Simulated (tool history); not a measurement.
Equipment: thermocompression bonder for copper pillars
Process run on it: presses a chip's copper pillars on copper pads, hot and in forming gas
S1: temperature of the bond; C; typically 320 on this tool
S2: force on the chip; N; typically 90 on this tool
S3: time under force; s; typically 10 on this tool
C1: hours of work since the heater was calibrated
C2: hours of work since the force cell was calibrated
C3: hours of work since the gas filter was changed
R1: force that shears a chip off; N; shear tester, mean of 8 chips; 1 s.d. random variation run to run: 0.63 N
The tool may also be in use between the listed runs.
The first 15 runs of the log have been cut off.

run    hour   S1   S2  S3   C1    C2   C3    R1
 16   818.8  320  134  10  244  1539   66  48.2
      829.1  -- force cell calibrated
 17   870.2  320   90  10  277    27   98  35.2
 18   917.6  334   90  10  307    57  129  42.1
 19   969.5  320   90  10  341    91  163  35.7
 20  1024.5  320   90  10  376   126  198  34.8
 21  1069.0  320   90  27  405   155  227  50.2
 22  1125.3  320   90  27  442   192  263  49.5
 23  1179.7  320   90  27  477   227  299  49.1
 24  1232.7  331   73  19  511   261  333  40.1
     1262.4  -- forming gas filter changed
 25  1266.3  331  128  19  533   283    3  65.3
 26  1335.5  302   58  19  577   327   47  23.7
 27  1406.6  331   79  16  623   373   93  41.4
 28  1449.8  304   90  18  651   401  121  34.9
 29  1490.8  304   90  18  678   428  148  34.1
     1522.0  -- heater calibrated with a thermocouple chip
 30  1547.0  320  126  22   16   463  183  61.0
 31  1618.4  310   90   9   62   509  229  30.1
 32  1682.4  310   90   9  104   551  271  28.9
 33  1737.2  345   90  19  139   586  306  57.4
 34  1783.7  345   90  19  169   616  336  57.1
     1808.9  -- forming gas filter changed
 35  1834.2  339   90  19  202   649   16  55.8

For run 36, what comes out?
 36  1882.3  345  77  13  233  680  48   ?

R1: 47.0 N
With the hidden condition absent and the run-to-run variation left alone, this run would have shown R1 50.0 N.
